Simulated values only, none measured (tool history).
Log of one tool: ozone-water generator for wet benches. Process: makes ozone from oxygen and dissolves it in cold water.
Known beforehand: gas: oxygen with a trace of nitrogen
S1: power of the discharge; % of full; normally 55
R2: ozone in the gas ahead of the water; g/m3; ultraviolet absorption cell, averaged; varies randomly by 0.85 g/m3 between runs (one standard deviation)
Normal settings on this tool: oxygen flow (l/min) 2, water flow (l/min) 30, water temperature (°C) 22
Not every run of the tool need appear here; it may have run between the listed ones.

{"run": 1, "hour": 0.0, "S1": 55, "oxygen flow (l/min)": 2, "water flow (l/min)": 30, "water temperature (°C)": 22, "dissolved ozone (ppm)": 5.33, "R2": 139.1}
{"hour": 108.3, "done": "water thermometer calibrated"}
{"run": 2, "hour": 117.2, "S1": 55, "oxygen flow (l/min)": 2, "water flow (l/min)": 30, "water temperature (°C)": 22, "dissolved ozone (ppm)": 5.35, "R2": 138.1}
{"run": 3, "hour": 241.6, "S1": 55, "oxygen flow (l/min)": 2, "water flow (l/min)": 30, "water temperature (°C)": 22, "dissolved ozone (ppm)": 5.22, "R2": 138.7}
{"run": 4, "hour": 377.9, "S1": 55, "oxygen flow (l/min)": 1.14, "water flow (l/min)": 30, "water temperature (°C)": 22, "dissolved ozone (ppm)": 4.88, "R2": 199.7}
{"run": 5, "hour": 517.8, "S1": 55, "oxygen flow (l/min)": 2, "water flow (l/min)": 30, "water temperature (°C)": 22, "dissolved ozone (ppm)": 5.32, "R2": 137.3}
{"run": 6, "hour": 631.6, "S1": 55, "oxygen flow (l/min)": 2, "water flow (l/min)": 30, "water temperature (°C)": 22, "dissolved ozone (ppm)": 5.28, "R2": 137.5}
{"run": 7, "hour": 713.2, "S1": 55, "oxygen flow (l/min)": 2, "water flow (l/min)": 30, "water temperature (°C)": 15, "dissolved ozone (ppm)": 5.39, "R2": 137.7}
{"run": 8, "hour": 839.6, "S1": 55, "oxygen flow (l/min)": 2.12, "water flow (l/min)": 30, "water temperature (°C)": 15, "dissolved ozone (ppm)": 5.43, "R2": 133.4}
{"run": 9, "hour": 998.6, "S1": 48, "oxygen flow (l/min)": 3.09, "water flow (l/min)": 28, "water temperature (°C)": 15, "dissolved ozone (ppm)": 5.64, "R2": 93.6}
{"run": 10, "hour": 1093.2, "S1": 48, "oxygen flow (l/min)": 3.32, "water flow (l/min)": 28, "water temperature (°C)": 26, "dissolved ozone (ppm)": 5.26, "R2": 89.5}
{"run": 11, "hour": 1235.7, "S1": 57, "oxygen flow (l/min)": 3.32, "water flow (l/min)": 18, "water temperature (°C)": 20, "dissolved ozone (ppm)": 9.24, "R2": 100.7}
{"run": 12, "hour": 1373.7, "S1": 55, "oxygen flow (l/min)": 2, "water flow (l/min)": 30, "water temperature (°C)": 29, "dissolved ozone (ppm)": 5, "R2": 136.8}

Consider 3 possible next runs. They are alternatives, not a sequence: every one starts from the tool as it was left by run 12. What does each give?
{"run": "A", "hour": 1515.3, "S1": 45, "oxygen flow (l/min)": 3.15, "water flow (l/min)": 25, "water temperature (°C)": 22, "dissolved ozone (ppm)": "?", "R2": "?"}
{"run": "B", "hour": 1515.3, "S1": 55, "oxygen flow (l/min)": 2.1, "water flow (l/min)": 30, "water temperature (°C)": 29, "dissolved ozone (ppm)": "?", "R2": "?"}
{"run": "C", "hour": 1515.3, "S1": 54, "oxygen flow (l/min)": 2, "water flow (l/min)": 45, "water temperature (°C)": 29, "dissolved ozone (ppm)": "?", "R2": "?"}

run=A dissolved_ozone_(ppm)=5.71 R2=88.5
run=B dissolved_ozone_(ppm)=4.98 R2=133.6
run=C dissolved_ozone_(ppm)=3.18 R2=135.6
What these runs would have given with no unlogged condition in the tool:
run=A dissolved_ozone_(ppm)=5.72 R2=88.8
run=B dissolved_ozone_(ppm)=5 R2=133.9
run=C dissolved_ozone_(ppm)=3.19 R2=136
